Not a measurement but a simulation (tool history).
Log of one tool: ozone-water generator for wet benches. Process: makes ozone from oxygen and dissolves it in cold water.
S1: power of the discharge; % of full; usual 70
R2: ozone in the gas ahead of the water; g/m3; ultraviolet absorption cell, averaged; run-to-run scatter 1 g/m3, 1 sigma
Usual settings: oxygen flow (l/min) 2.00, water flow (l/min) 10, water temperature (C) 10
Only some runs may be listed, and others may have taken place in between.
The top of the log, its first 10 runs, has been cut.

{"run": 11, "hour": 1779.0, "S1": 70, "oxygen flow (l/min)": 1.03, "water flow (l/min)": 10, "water temperature (C)": 10, "dissolved ozone (ppm)": 15.8, "R2": 229.2}
{"run": 12, "hour": 1866.3, "S1": 70, "oxygen flow (l/min)": 1.03, "water flow (l/min)": 10, "water temperature (C)": 10, "dissolved ozone (ppm)": 15.8, "R2": 230.4}
{"hour": 1880.4, "done": "contactor cleaned"}
{"hour": 1880.9, "done": "water thermometer calibrated"}
{"run": 13, "hour": 2008.4, "S1": 51, "oxygen flow (l/min)": 2.0, "water flow (l/min)": 10, "water temperature (C)": 10, "dissolved ozone (ppm)": 15.2, "R2": 132.3}
{"run": 14, "hour": 2097.3, "S1": 45, "oxygen flow (l/min)": 2.0, "water flow (l/min)": 10, "water temperature (C)": 10, "dissolved ozone (ppm)": 14.4, "R2": 126.7}
{"run": 15, "hour": 2259.1, "S1": 45, "oxygen flow (l/min)": 2.0, "water flow (l/min)": 10, "water temperature (C)": 10, "dissolved ozone (ppm)": 14.1, "R2": 124.5}
{"run": 16, "hour": 2389.0, "S1": 70, "oxygen flow (l/min)": 2.0, "water flow (l/min)": 12, "water temperature (C)": 10, "dissolved ozone (ppm)": 14.5, "R2": 148.6}
{"run": 17, "hour": 2550.6, "S1": 70, "oxygen flow (l/min)": 2.0, "water flow (l/min)": 12, "water temperature (C)": 10, "dissolved ozone (ppm)": 14.4, "R2": 147.8}
{"run": 18, "hour": 2644.9, "S1": 63, "oxygen flow (l/min)": 1.81, "water flow (l/min)": 10, "water temperature (C)": 11, "dissolved ozone (ppm)": 15.8, "R2": 151.2}
{"hour": 2697.9, "done": "water thermometer calibrated, once more"}
{"run": 19, "hour": 2790.9, "S1": 53, "oxygen flow (l/min)": 1.81, "water flow (l/min)": 10, "water temperature (C)": 11, "dissolved ozone (ppm)": 15.0, "R2": 139.6}
{"run": 20, "hour": 2966.8, "S1": 53, "oxygen flow (l/min)": 1.81, "water flow (l/min)": 10, "water temperature (C)": 11, "dissolved ozone (ppm)": 14.8, "R2": 138.5}
{"run": 21, "hour": 3082.9, "S1": 54, "oxygen flow (l/min)": 2.48, "water flow (l/min)": 7, "water temperature (C)": 15, "dissolved ozone (ppm)": 18.8, "R2": 116.1}
{"run": 22, "hour": 3280.5, "S1": 48, "oxygen flow (l/min)": 2.0, "water flow (l/min)": 15, "water temperature (C)": 10, "dissolved ozone (ppm)": 9.6, "R2": 124.0}
{"run": 23, "hour": 3465.3, "S1": 70, "oxygen flow (l/min)": 2.38, "water flow (l/min)": 10, "water temperature (C)": 12, "dissolved ozone (ppm)": 16.3, "R2": 131.7}
{"run": 24, "hour": 3663.6, "S1": 45, "oxygen flow (l/min)": 3.05, "water flow (l/min)": 10, "water temperature (C)": 10, "dissolved ozone (ppm)": 14.0, "R2": 92.5}
{"run": 25, "hour": 3839.7, "S1": 45, "oxygen flow (l/min)": 3.05, "water flow (l/min)": 10, "water temperature (C)": 10, "dissolved ozone (ppm)": 13.8, "R2": 94.0}
{"run": 26, "hour": 4008.4, "S1": 63, "oxygen flow (l/min)": 3.05, "water flow (l/min)": 10, "water temperature (C)": 18, "dissolved ozone (ppm)": 14.1, "R2": 105.8}
{"run": 27, "hour": 4124.9, "S1": 63, "oxygen flow (l/min)": 3.05, "water flow (l/min)": 10, "water temperature (C)": 18, "dissolved ozone (ppm)": 14.2, "R2": 106.0}
{"run": 28, "hour": 4222.9, "S1": 85, "oxygen flow (l/min)": 2.12, "water flow (l/min)": 12, "water temperature (C)": 10, "dissolved ozone (ppm)": 15.0, "R2": 149.9}
{"run": 29, "hour": 4316.2, "S1": 52, "oxygen flow (l/min)": 1.27, "water flow (l/min)": 15, "water temperature (C)": 10, "dissolved ozone (ppm)": 8.9, "R2": 166.0}
{"run": 30, "hour": 4485.5, "S1": 63, "oxygen flow (l/min)": 2.11, "water flow (l/min)": 7, "water temperature (C)": 5, "dissolved ozone (ppm)": 22.2, "R2": 131.2}
{"run": 31, "hour": 4616.7, "S1": 63, "oxygen flow (l/min)": 2.11, "water flow (l/min)": 7, "water temperature (C)": 5, "dissolved ozone (ppm)": 22.1, "R2": 131.9}
{"run": 32, "hour": 4764.2, "S1": 80, "oxygen flow (l/min)": 2.0, "water flow (l/min)": 10, "water temperature (C)": 10, "dissolved ozone (ppm)": 17.1, "R2": 149.2}

Consider 3 possible next runs. They are alternatives, not a sequence: every one starts from the tool as it was left by run 32. What does each give?
{"run": "A", "hour": 4900.0, "S1": 47, "oxygen flow (l/min)": 2.0, "water flow (l/min)": 8, "water temperature (C)": 5, "dissolved ozone (ppm)": "?", "R2": "?"}
{"run": "B", "hour": 4900.0, "S1": 70, "oxygen flow (l/min)": 1.29, "water flow (l/min)": 9, "water temperature (C)": 10, "dissolved ozone (ppm)": "?", "R2": "?"}
{"run": "C", "hour": 4900.0, "S1": 80, "oxygen flow (l/min)": 3.05, "water flow (l/min)": 6, "water temperature (C)": 10, "dissolved ozone (ppm)": "?", "R2": "?"}

run=A dissolved_ozone_(ppm)=17.4 R2=119.7
run=B dissolved_ozone_(ppm)=16.9 R2=182.9
run=C dissolved_ozone_(ppm)=23.9 R2=115.0
What these runs would have given with no unlogged condition in the tool:
run=A dissolved_ozone_(ppm)=21.3 R2=144.9
run=B dissolved_ozone_(ppm)=21.6 R2=230.8
run=C dissolved_ozone_(ppm)=30.9 R2=147.2

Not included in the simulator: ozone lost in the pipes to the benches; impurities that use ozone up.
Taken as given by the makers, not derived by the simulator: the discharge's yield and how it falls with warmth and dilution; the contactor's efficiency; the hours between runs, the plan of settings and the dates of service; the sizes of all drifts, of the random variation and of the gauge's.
